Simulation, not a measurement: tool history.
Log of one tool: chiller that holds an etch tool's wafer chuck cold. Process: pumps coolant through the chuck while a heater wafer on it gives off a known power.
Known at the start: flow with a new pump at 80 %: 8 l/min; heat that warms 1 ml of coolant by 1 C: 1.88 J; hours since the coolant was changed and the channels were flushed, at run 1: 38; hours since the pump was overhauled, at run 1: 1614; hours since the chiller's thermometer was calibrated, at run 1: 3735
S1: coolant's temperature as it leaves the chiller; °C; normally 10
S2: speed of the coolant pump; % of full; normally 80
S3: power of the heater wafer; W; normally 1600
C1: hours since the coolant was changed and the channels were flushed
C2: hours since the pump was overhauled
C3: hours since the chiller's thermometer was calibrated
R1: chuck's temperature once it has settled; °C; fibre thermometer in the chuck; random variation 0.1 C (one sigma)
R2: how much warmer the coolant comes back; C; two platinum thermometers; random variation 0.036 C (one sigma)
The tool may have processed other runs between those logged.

{"run": 1, "hour": 0.0, "S1": 10, "S2": 80, "S3": 1600, "C1": 38, "C2": 1614, "C3": 3735, "R1": 24.0, "R2": 6.67}
{"run": 2, "hour": 40.0, "S1": 10, "S2": 80, "S3": 1170, "C1": 78, "C2": 1654, "C3": 3775, "R1": 19.9, "R2": 4.87}
{"run": 3, "hour": 86.4, "S1": 10, "S2": 80, "S3": 1170, "C1": 125, "C2": 1700, "C3": 3822, "R1": 20.3, "R2": 4.96}
{"run": 4, "hour": 120.3, "S1": 10, "S2": 86, "S3": 1170, "C1": 159, "C2": 1734, "C3": 3855, "R1": 19.6, "R2": 4.54}
{"run": 5, "hour": 170.7, "S1": 10, "S2": 80, "S3": 918, "C1": 209, "C2": 1784, "C3": 3906, "R1": 17.8, "R2": 3.83}
{"run": 6, "hour": 218.8, "S1": 10, "S2": 73, "S3": 1179, "C1": 257, "C2": 1832, "C3": 3954, "R1": 21.2, "R2": 5.41}
{"run": 7, "hour": 266.0, "S1": 10, "S2": 80, "S3": 1541, "C1": 304, "C2": 1880, "C3": 4001, "R1": 23.7, "R2": 6.52}
{"run": 8, "hour": 297.8, "S1": 7, "S2": 60, "S3": 1541, "C1": 336, "C2": 1911, "C3": 4033, "R1": 24.2, "R2": 8.64}
{"run": 9, "hour": 325.5, "S1": 10, "S2": 75, "S3": 1994, "C1": 364, "C2": 1939, "C3": 4061, "R1": 28.8, "R2": 8.95}
{"run": 10, "hour": 359.7, "S1": 10, "S2": 75, "S3": 2283, "C1": 398, "C2": 1973, "C3": 4095, "R1": 31.4, "R2": 10.33}

Results per run with the tool's hidden condition removed, run-to-run variation unchanged:
Hidden conditions of the tool in this case: heat passed by the chuck's channels, % of clean ones'; flow at a given pump speed, % of a new pump's; coolant's true temperature over the reading, C; drift of the gauge itself on chuck_c, C; drift of the gauge itself on warmer_back_c, C.
run=1 R1=23.9 R2=6.37
run=2 R1=19.9 R2=4.64
run=3 R1=20.2 R2=4.72
run=4 R1=19.6 R2=4.32
run=5 R1=17.8 R2=3.64
run=6 R1=21.1 R2=5.13
run=7 R1=23.3 R2=6.18
run=8 R1=23.6 R2=8.16
run=9 R1=28.2 R2=8.46
run=10 R1=30.6 R2=9.75

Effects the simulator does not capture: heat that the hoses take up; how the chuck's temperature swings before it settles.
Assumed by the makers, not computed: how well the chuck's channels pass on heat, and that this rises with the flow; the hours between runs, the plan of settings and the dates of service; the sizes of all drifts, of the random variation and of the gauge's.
